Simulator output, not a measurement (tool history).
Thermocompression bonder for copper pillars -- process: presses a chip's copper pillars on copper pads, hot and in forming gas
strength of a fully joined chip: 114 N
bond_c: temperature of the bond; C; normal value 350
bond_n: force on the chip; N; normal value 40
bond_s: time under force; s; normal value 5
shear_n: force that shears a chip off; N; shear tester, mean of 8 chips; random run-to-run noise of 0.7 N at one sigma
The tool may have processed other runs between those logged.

run	hour	bond_c	bond_n	bond_s	shear_n
1	0	350	40	5	71.8
2	7.3	350	40	7	80.7
3	14.4	350	40	3	62.8
4	22.6	350	40	3	62.2
5	31.2	350	41	5	73.4
6	40.9	350	41	5	72.7
7	48.9	350	33	5	65.6
8	60.7	350	33	5	65
9	67.6	350	33	5	66.6
10	80.3	350	33	5	66
11	86.9	350	33	5	65.3
12	93	350	33	5	64.8
13	106.1	350	33	5	65.1
14	118.1	350	40	5	71.1
15	125.8	350	40	5	70.4
16	138.6	324	40	5	54.9
17	148.9	350	54	5	80.5
18	155.9	350	54	5	81.1
19	165	350	40	5	70.9
20	176.1	350	40	5	71.2
# hour 180.2: forming gas filter changed
21	187.7	350	40	5	74.9
22	194.5	350	60	5	89.4
23	206	330	26	11	63.4
24	213.2	330	26	5	47.6
25	226	330	26	5	47.9
26	234.1	330	26	5	47.3
27	246.5	340	26	10	67.3
28	257.2	329	39	3	50.1
29	268	329	39	3	48.8
30	275.7	329	39	3	50.1
31	287.4	354	31	4	62.2

Run 32 is up next; what results do you expect?
32	294.8	354	31	4	?

{"run 32": {"shear_n": 63.6}}
The same run, on a tool lacking any hidden state, would have yielded shear_n 67.4 N.

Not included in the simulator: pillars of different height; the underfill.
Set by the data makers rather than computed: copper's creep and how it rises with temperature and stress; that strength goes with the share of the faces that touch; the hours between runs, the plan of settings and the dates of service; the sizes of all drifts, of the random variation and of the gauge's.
